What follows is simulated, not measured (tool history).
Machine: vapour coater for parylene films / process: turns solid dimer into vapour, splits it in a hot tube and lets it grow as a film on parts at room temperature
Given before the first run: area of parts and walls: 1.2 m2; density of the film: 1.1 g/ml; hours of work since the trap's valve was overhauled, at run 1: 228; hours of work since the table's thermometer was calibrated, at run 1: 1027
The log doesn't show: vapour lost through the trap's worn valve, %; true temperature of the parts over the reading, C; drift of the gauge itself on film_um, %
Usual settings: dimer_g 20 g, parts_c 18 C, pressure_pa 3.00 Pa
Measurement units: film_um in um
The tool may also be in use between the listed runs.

| run | hour | dimer_g | parts_c | pressure_pa | hours of work since the trap's valve was overhauled | hours of work since the table's thermometer was calibrated | film_um |
|---|---|---|---|---|---|---|---|
| 1 | 0.0 | 20 | 18 | 3.00 | 228 | 1027 | 7.40 |
|  | 65.0 | trap's valve overhauled |
| 2 | 68.1 | 20 | 18 | 3.00 | 3 | 1085 | 7.42 |
|  | 93.2 | table's thermometer calibrated |
| 3 | 101.4 | 20 | 18 | 3.00 | 32 | 7 | 7.38 |
| 4 | 157.5 | 20 | 18 | 3.00 | 82 | 58 | 7.39 |
| 5 | 203.1 | 20 | 18 | 3.00 | 123 | 99 | 7.47 |
| 6 | 257.7 | 20 | 18 | 3.00 | 172 | 148 | 7.43 |
| 7 | 294.5 | 20 | 18 | 3.00 | 205 | 181 | 7.38 |
| 8 | 343.4 | 20 | 18 | 3.00 | 249 | 225 | 7.38 |
| 9 | 370.3 | 20 | 18 | 3.00 | 274 | 249 | 7.43 |
|  | 379.0 | trap's valve overhauled |
| 10 | 424.4 | 20 | 18 | 3.00 | 41 | 294 | 7.42 |
| 11 | 465.2 | 29 | 18 | 3.00 | 78 | 331 | 10.74 |
| 12 | 496.1 | 29 | 18 | 3.00 | 105 | 359 | 10.71 |
| 13 | 530.6 | 29 | 18 | 3.00 | 136 | 390 | 10.83 |
| 14 | 576.1 | 20 | 18 | 3.00 | 177 | 431 | 7.46 |
| 15 | 613.9 | 20 | 18 | 3.00 | 211 | 465 | 7.41 |
| 16 | 666.1 | 20 | 18 | 3.00 | 258 | 512 | 7.41 |
|  | 692.5 | trap's valve overhauled |
| 17 | 730.5 | 20 | 18 | 3.00 | 34 | 566 | 7.43 |
| 18 | 783.9 | 11 | 18 | 3.00 | 82 | 614 | 4.07 |
| 19 | 817.3 | 11 | 18 | 3.00 | 112 | 644 | 4.08 |
| 20 | 862.1 | 20 | 18 | 3.00 | 153 | 684 | 7.45 |
| 21 | 894.8 | 20 | 18 | 3.00 | 182 | 714 | 7.36 |
| 22 | 943.3 | 20 | 18 | 3.00 | 226 | 757 | 7.44 |
|  | 1005.9 | trap's valve overhauled |
| 23 | 1005.9 | 20 | 18 | 3.00 | 0 | 810 | 7.42 |
| 24 | 1065.0 | 17 | 18 | 3.00 | 53 | 863 | 6.30 |
| 25 | 1111.8 | 12 | 16 | 4.39 | 95 | 905 | 4.57 |
| 26 | 1158.8 | 27 | 13 | 4.09 | 138 | 947 | 11.57 |
| 27 | 1196.9 | 27 | 13 | 4.09 | 172 | 982 | 11.59 |
| 28 | 1256.5 | 27 | 13 | 4.09 | 225 | 1035 | 11.57 |
| 29 | 1310.9 | 27 | 13 | 4.09 | 274 | 1084 | 11.56 |
|  | 1320.5 | trap's valve overhauled |
|  | 1344.5 | table's thermometer calibrated |
| 30 | 1363.5 | 27 | 13 | 4.09 | 38 | 17 | 11.58 |
| 31 | 1392.3 | 25 | 25 | 8.01 | 64 | 43 | 6.61 |
| 32 | 1430.9 | 25 | 25 | 8.01 | 98 | 78 | 6.63 |
| 33 | 1480.5 | 16 | 25 | 6.19 | 143 | 122 | 4.34 |
| 34 | 1544.9 | 16 | 25 | 6.19 | 201 | 180 | 4.32 |
| 35 | 1602.5 | 10 | 24 | 6.19 | 253 | 232 | 2.78 |
|  | 1635.3 | trap's valve overhauled |
| 36 | 1642.6 | 20 | 18 | 7.77 | 7 | 264 | 6.76 |
| 37 | 1677.6 | 20 | 25 | 6.99 | 38 | 296 | 5.34 |
| 38 | 1713.9 | 35 | 29 | 5.41 | 71 | 329 | 8.37 |
| 39 | 1767.0 | 35 | 29 | 5.41 | 118 | 376 | 8.34 |
| 40 | 1797.9 | 20 | 18 | 6.31 | 146 | 404 | 6.87 |
| 41 | 1857.7 | 20 | 24 | 11.85 | 200 | 458 | 5.25 |
| 42 | 1914.8 | 20 | 24 | 11.85 | 251 | 509 | 5.22 |
|  | 1952.0 | trap's valve overhauled |
| 43 | 1968.0 | 9 | 15 | 11.85 | 14 | 553 | 3.22 |
| 44 | 2022.1 | 23 | 13 | 9.02 | 63 | 602 | 9.06 |
| 45 | 2064.2 | 18 | 19 | 2.83 | 101 | 640 | 6.53 |

Each row is a separate what-if for the run after 45, all from the same tool condition, not one after another. Results?
| A | 2113.3 | 20 | 18 | 4.72 | 145 | 684 | ? |
| B | 2113.3 | 20 | 18 | 10.73 | 145 | 684 | ? |
| C | 2113.3 | 11 | 13 | 4.97 | 145 | 684 | ? |
| D | 2113.3 | 10 | 18 | 3.00 | 145 | 684 | ? |

| run | film_um |
|---|---|
| A | 7.09 |
| B | 6.51 |
| C | 4.59 |
| D | 3.69 |
With the hidden condition removed and each run's random variation left untouched, the same runs would have given:
| run | film_um |
|---|---|
| A | 7.09 |
| B | 6.51 |
| C | 4.59 |
| D | 3.70 |
